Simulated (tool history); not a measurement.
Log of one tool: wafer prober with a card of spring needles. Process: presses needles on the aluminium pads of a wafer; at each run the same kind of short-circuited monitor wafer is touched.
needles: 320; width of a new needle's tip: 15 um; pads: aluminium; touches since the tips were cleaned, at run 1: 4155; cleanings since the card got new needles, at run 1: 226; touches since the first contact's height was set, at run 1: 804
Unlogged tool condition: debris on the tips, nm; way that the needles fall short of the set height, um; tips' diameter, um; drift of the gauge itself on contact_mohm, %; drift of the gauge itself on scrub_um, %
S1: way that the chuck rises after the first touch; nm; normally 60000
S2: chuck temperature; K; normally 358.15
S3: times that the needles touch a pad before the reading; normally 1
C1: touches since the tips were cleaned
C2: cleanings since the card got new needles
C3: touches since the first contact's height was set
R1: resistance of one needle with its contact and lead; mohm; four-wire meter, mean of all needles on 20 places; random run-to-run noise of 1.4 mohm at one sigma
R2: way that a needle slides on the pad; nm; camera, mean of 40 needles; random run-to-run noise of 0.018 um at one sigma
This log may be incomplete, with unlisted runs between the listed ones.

run,hour,S1,S2,S3,C1,C2,C3,R1,R2
1,0.0,60000,358.15,1,4155,226,804,189,10650
# hour 4.9: tips cleaned on abrasive film
# hour 14.7: tips cleaned on abrasive film
# hour 26.9: tips cleaned on abrasive film
# hour 36.7: tips cleaned on abrasive film
# hour 48.9: tips cleaned on abrasive film
2,52.7,60000,358.15,1,2640,231,36959,179,10590
# hour 60.0: tips cleaned on abrasive film
# hour 72.2: tips cleaned on abrasive film
# hour 82.0: tips cleaned on abrasive film
3,84.9,44000,358.15,1,2022,234,59092,220,7730
# hour 92.3: tips cleaned on abrasive film
# hour 102.0: tips cleaned on abrasive film
# hour 114.2: tips cleaned on abrasive film
4,117.7,60000,334.15,1,2399,237,81604,179,10580
# hour 125.0: tips cleaned on abrasive film
# hour 137.2: tips cleaned on abrasive film
# hour 149.4: tips cleaned on abrasive film
# hour 161.6: tips cleaned on abrasive film
5,169.0,60000,358.15,1,5147,241,116914,201,10500
# hour 171.5: tips cleaned on abrasive film
# hour 183.7: tips cleaned on abrasive film
# hour 195.9: tips cleaned on abrasive film
# hour 208.1: tips cleaned on abrasive film
# hour 220.3: tips cleaned on abrasive film
6,228.5,53000,358.15,1,5703,246,157810,226,9190
# hour 231.0: tips cleaned on abrasive film
# hour 240.8: tips cleaned on abrasive film
# hour 253.0: tips cleaned on abrasive film
# hour 265.2: tips cleaned on abrasive film
# hour 275.0: tips cleaned on abrasive film
# hour 287.1: tips cleaned on abrasive film
# hour 296.9: tips cleaned on abrasive film
# hour 297.2: height of the first contact set anew
7,301.9,60000,358.15,1,3215,253,3215,191,10350
# hour 309.2: tips cleaned on abrasive film
# hour 321.4: tips cleaned on abrasive film
# hour 333.6: tips cleaned on abrasive film
# hour 345.8: tips cleaned on abrasive film
8,346.5,60000,358.15,1,500,257,33880,155,10320
# hour 356.3: tips cleaned on abrasive film
# hour 368.5: tips cleaned on abrasive film
# hour 380.6: tips cleaned on abrasive film
# hour 392.8: tips cleaned on abrasive film
# hour 402.6: tips cleaned on abrasive film
9,405.8,60000,358.15,1,2202,262,74626,179,10260
# hour 410.9: height of the first contact set anew, once more
# hour 413.4: tips cleaned on abrasive film
# hour 425.6: tips cleaned on abrasive film
# hour 437.8: tips cleaned on abrasive film
# hour 447.6: tips cleaned on abrasive film
10,447.7,60000,358.15,1,105,266,25242,145,10620
# hour 457.5: tips cleaned on abrasive film
# hour 467.3: tips cleaned on abrasive film
# hour 479.5: tips cleaned on abrasive film
# hour 489.3: tips cleaned on abrasive film
# hour 501.4: tips cleaned on abrasive film
11,510.0,60000,358.15,1,5902,271,68018,214,10560
# hour 512.5: tips cleaned on abrasive film
# hour 522.2: tips cleaned on abrasive film
# hour 534.4: tips cleaned on abrasive film
# hour 546.6: tips cleaned on abrasive film
# hour 558.8: tips cleaned on abrasive film
# hour 571.0: tips cleaned on abrasive film
12,573.1,60000,358.15,1,1473,277,111385,171,10490
# hour 582.9: tips cleaned on abrasive film
# hour 592.7: tips cleaned on abrasive film
# hour 604.9: tips cleaned on abrasive film
# hour 614.6: tips cleaned on abrasive film
13,616.5,60000,358.15,1,1272,281,141146,165,10430
# hour 626.2: tips cleaned on abrasive film
# hour 636.0: tips cleaned on abrasive film
# hour 648.2: tips cleaned on abrasive film
# hour 658.1: tips cleaned on abrasive film
14,658.1,68000,339.15,1,0,285,169698,138,11860
# hour 670.2: tips cleaned on abrasive film
# hour 682.4: tips cleaned on abrasive film
# hour 694.6: tips cleaned on abrasive film
# hour 704.4: tips cleaned on abrasive film
# hour 709.0: height of the first contact set anew
15,709.0,52000,322.15,1,3031,289,0,205,9230
# hour 716.4: tips cleaned on abrasive film
# hour 728.6: tips cleaned on abrasive film
# hour 740.8: tips cleaned on abrasive film
16,748.5,55000,306.15,2,5385,292,27170,190,9750
# hour 751.1: tips cleaned on abrasive film
# hour 763.3: tips cleaned on abrasive film
# hour 773.0: tips cleaned on abrasive film
# hour 785.2: tips cleaned on abrasive film
# hour 797.4: tips cleaned on abrasive film
17,799.4,60000,387.15,1,1373,297,62060,173,10580
# hour 809.2: tips cleaned on abrasive film
# hour 821.3: tips cleaned on abrasive film
# hour 833.5: tips cleaned on abrasive film
# hour 843.3: tips cleaned on abrasive film
18,843.8,54000,320.15,1,369,301,92593,152,9500
# hour 853.6: tips cleaned on abrasive film
# hour 863.4: tips cleaned on abrasive film
# hour 875.6: tips cleaned on abrasive film
# hour 885.3: tips cleaned on abrasive film
# hour 897.5: tips cleaned on abrasive film
# hour 909.7: tips cleaned on abrasive film
19,910.6,41000,347.15,1,617,307,138456,197,7090
# hour 920.4: tips cleaned on abrasive film
# hour 930.1: tips cleaned on abrasive film
# hour 942.3: tips cleaned on abrasive film
20,948.5,50000,347.15,3,4286,310,164528,177,8680
# hour 953.5: tips cleaned on abrasive film
# hour 965.6: tips cleaned on abrasive film
# hour 977.8: tips cleaned on abrasive film
# hour 987.6: tips cleaned on abrasive film
21,994.3,50000,347.15,3,4633,314,195974,178,8620
# hour 999.2: tips cleaned on abrasive film
# hour 1006.8: height of the first contact set anew
# hour 1011.7: tips cleaned on abrasive film
# hour 1021.5: tips cleaned on abrasive film
# hour 1033.7: tips cleaned on abrasive film
# hour 1045.9: tips cleaned on abrasive film
# hour 1058.0: tips cleaned on abrasive film
22,1062.4,50000,347.15,3,2992,320,38183,173,8820
# hour 1069.7: tips cleaned on abrasive film
# hour 1081.9: tips cleaned on abrasive film
# hour 1094.1: tips cleaned on abrasive film
23,1094.8,50000,347.15,1,458,323,60426,171,8780
# hour 1104.5: tips cleaned on abrasive film
# hour 1114.3: tips cleaned on abrasive film
# hour 1126.5: tips cleaned on abrasive film
# hour 1136.3: tips cleaned on abrasive film
24,1143.6,50000,365.15,2,5124,327,94039,206,8740

Hidden state or all else? Some run-to-run changes of R1, split into what the settings, what came in and random variation would give without the hidden state, and what is left for the hidden state (with any gauge scatter that isn't in both results):
Run 10 -> 11: tips cleaned on abrasive film, tips cleaned on abrasive film, tips cleaned on abrasive film, tips cleaned on abrasive film, tips cleaned on abrasive film. R1 +69 mohm: hidden state +65, all else +4.
Run 14 -> 15: S1 68000 -> 52000, S2 339.15 -> 322.15, tips cleaned on abrasive film, tips cleaned on abrasive film, tips cleaned on abrasive film, tips cleaned on abrasive film, height of the first contact set anew. R1 +67 mohm: hidden state +66, all else +1.
